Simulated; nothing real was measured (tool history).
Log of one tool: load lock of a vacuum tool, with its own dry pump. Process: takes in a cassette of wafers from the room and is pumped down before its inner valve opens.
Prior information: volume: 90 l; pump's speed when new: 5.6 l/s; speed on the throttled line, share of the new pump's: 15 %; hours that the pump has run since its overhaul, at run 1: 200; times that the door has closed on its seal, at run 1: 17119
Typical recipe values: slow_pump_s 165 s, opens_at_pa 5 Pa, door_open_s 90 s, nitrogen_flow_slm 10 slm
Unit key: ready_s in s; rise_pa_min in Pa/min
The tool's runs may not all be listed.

run	hour	slow_pump_s	opens_at_pa	door_open_s	nitrogen_flow_slm	hours that the pump has run since its overhaul	times that the door has closed on its seal	incoming humidity of the room's air, %	ready_s	rise_pa_min
1	0	165	5	90	10	200	17119	48.4	301.3	0.138
2	274.2	165	5	90	10	474	17751	45.3	300.3	0.141
3	572.3	165	5	232	10	772	18438	48.6	302.4	0.186
4	983.1	165	5	232	10	1183	19384	42.4	304.2	0.174
5	1430.6	165	5	232	10	1631	20415	47.5	303.3	0.193
6	1674.8	165	7	90	10	1875	20977	47	298.1	0.161
7	2016.4	165	5	57	10	2216	21764	44.3	302.4	0.155
8	2505.8	165	5	57	10	2706	22892	42.5	303	0.164
9	2918.8	165	5	90	21	3119	23843	41.3	303.3	0.166
10	3241.1	165	5	90	21	3441	24586	45.4	304.1	0.187
11	3464	165	5	90	21	3664	25099	44.9	308.6	0.187
12	3842	165	6	90	10	4042	25970	42.6	305.4	0.199
13	4234.6	165	9	90	10	4435	26875	44.2	294.9	0.212
14	4505.7	165	5	90	10	4706	27499	40.1	309.9	0.21
15	4732.3	165	5	90	10	4932	28021	47.3	306.3	0.229
16	5180.1	165	5	90	38	5380	29053	46.9	310.6	0.213
17	5483.9	165	7	90	38	5684	29753	44.5	303	0.218
18	5957	165	7	90	38	6157	30843	42.6	302.3	0.225
19	6472.1	165	7	90	38	6672	32029	43.7	305	0.247
20	6830	165	7	81	4	7030	32854	42.7	304.5	0.274
21	7312.7	165	7	81	4	7513	33966	46.1	306.5	0.289
22	7615.5	165	7	81	4	7815	34664	45.8	306.2	0.297
23	8056.2	165	7	81	4	8256	35679	43.9	308.2	0.305
24	8533.5	165	5	63	10	8733	36778	47.4	312.1	0.302
25	9024.1	307	5	158	10	9224	37909	45.5	437.2	0.357
26	9496.1	307	5	158	10	9696	38996	41.3	433.2	0.365
27	9844.2	165	6	101	10	10044	39798	47	310.1	0.354
28	10183.1	165	4	101	10	10383	40579	47.4	324.4	0.363
29	10417.8	169	5	90	11	10618	41119	42.3	324.1	0.36
30	10841	129	7	166	8	11041	42094	43.3	278.2	0.395
31	11226.3	129	7	166	8	11426	42982	43.9	282.1	0.424
32	11544.9	129	7	166	8	11745	43716	46.1	281.5	0.441
33	11843.1	165	5	131	10	12043	44403	45.6	319.2	0.42
34	12316.3	165	9	31	12	12516	45493	42.9	309.3	0.397

Estimate the outcome of run 35 from the log above:
35	12553.5	188	5	151	30	12753	46040	46.2	?	?

{"run 35": {"ready_s": 340.6, "rise_pa_min": 0.431}}
On a tool with no hidden condition, and with the same random variation, this run would have come out at ready_s 320.8 s, rise_pa_min 0.044 Pa/min.
